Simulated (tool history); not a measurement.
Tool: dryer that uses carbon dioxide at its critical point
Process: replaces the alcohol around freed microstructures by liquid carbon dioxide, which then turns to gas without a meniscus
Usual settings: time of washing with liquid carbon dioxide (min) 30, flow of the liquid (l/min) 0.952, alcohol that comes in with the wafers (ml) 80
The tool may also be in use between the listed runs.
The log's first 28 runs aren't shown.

run,hour,time of washing with liquid carbon dioxide (min),flow of the liquid (l/min),alcohol that comes in with the wafers (ml),alcohol left in the vessel before it's heated (ppm by volume)
29,1334.7,30,0.734,80,133
30,1388.3,34,0.72,83,92
31,1423.8,24,0.757,42,192
32,1488.9,30,1.259,113,14
33,1543.6,30,1.259,113,21
34,1578.3,24,0.865,80,237
35,1636,43,0.751,28,32
# hour 1646.8: inlet filter changed
36,1672.2,33,1.079,86,40
37,1721.7,20,0.971,88,275

Forecast each of these 3 alternatives for the next run:
A,1759,46,0.681,46,?
B,1759,20,0.649,62,?
C,1759,20,1.298,97,?

run,alcohol left in the vessel before it's heated (ppm by volume)
A,48
B,836
C,99
Without the tool's hidden state the same runs would have given:
run,alcohol left in the vessel before it's heated (ppm by volume)
A,17
B,746
C,61
